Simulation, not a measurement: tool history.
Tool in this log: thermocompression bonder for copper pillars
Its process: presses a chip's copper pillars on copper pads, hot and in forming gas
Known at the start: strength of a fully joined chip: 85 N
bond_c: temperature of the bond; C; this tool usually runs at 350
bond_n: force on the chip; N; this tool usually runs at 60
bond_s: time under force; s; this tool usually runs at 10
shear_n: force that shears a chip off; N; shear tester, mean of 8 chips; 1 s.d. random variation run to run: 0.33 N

run     day  bond_c  bond_n  bond_s  shear_n
  1       0     350      60      10     47.6
  2   1.625     353      60      10     47.8
  3   4.862     350      60      21     57.9
      6.262  -- forming gas filter changed
  4   7.575     350      60      21     62.7
  5  10.533     350      60      21       62
  6  13.246     350      60      21     61.5
  7  16.875     350      60      28     65.2
  8  18.879     369      60      10     54.7
  9  20.942     369      60      10     55.4
 10  22.888     350      60      10     49.8
 11  26.404     350      60      10     49.4
 12  29.508     350      46      10     43.6
 13  30.996     350      60      17     56.8
 14  32.508     350      87      10     57.8
 15  36.108     350      87      10       57
 16  39.583     350      87      10     56.7
 17  41.717     350      54      10     44.9
 18  43.508     350      41      10       39
 19      46     350      41      10     39.1
     47.288  -- forming gas filter changed
 20  48.217     350      60      10     51.8
 21  49.904     350      60      10     51.8
 22  52.338     350      60       8     47.9
 23  54.546     350      60       8     47.5
 24  56.221     350      60       8     47.6
 25  59.704     350      60       8     47.5
 26  61.883     362      60      10     53.5
 27  64.425     362      60      10     53.2
 28  67.946     346      53       8     42.4
 29  70.542     321      58       8     37.7
 30  73.538     324      56      12     42.7
 31  75.608     324      72      28       61
 32    77.9     351      46      24     55.1
 33  80.954     351      46      19     51.9
 34  82.525     350      90      10     57.7
 35  85.296     350      90      10     57.7
 36  87.212     360      46      10     44.9
     88.158  -- forming gas filter changed
 37  90.867     360      46      10     48.5
 38  93.325     345      84      15     64.6
 39  95.304     350      90      10     61.5

How would selected steps in shear_n from run to run divide? Give the signed amount a tool lacking its hidden state would still show from settings, what came in and random variation, and the signed amount left for the hidden state, including any gauge scatter that is not in both of the compared results.
Hidden conditions of the tool in this case: true temperature of the bond over the reading, C; force that reaches the chip, % of what is set; oxide that the forming gas leaves, % of the face; drift of the gauge itself on shear_n, %.
Run 3 -> 4: forming gas filter changed. shear_n +4.8 N: hidden state +4.7, all else +0.1.
Run 12 -> 13: bond_n 46 -> 60, bond_s 10 -> 17. shear_n +13.2 N: hidden state -1, all else +14.2.
Run 19 -> 20: bond_n 41 -> 60, forming gas filter changed. shear_n +12.7 N: hidden state +3.4, all else +9.3.
Run 30 -> 31: bond_n 56 -> 72, bond_s 12 -> 28. shear_n +18.3 N: hidden state -1.5, all else +19.8.
Run 36 -> 37: forming gas filter changed. shear_n +3.6 N: hidden state +3.9, all else -0.3.
Run 37 -> 38: bond_c 360 -> 345, bond_n 46 -> 84, bond_s 10 -> 15. shear_n +16.1 N: hidden state -0.4, all else +16.5.

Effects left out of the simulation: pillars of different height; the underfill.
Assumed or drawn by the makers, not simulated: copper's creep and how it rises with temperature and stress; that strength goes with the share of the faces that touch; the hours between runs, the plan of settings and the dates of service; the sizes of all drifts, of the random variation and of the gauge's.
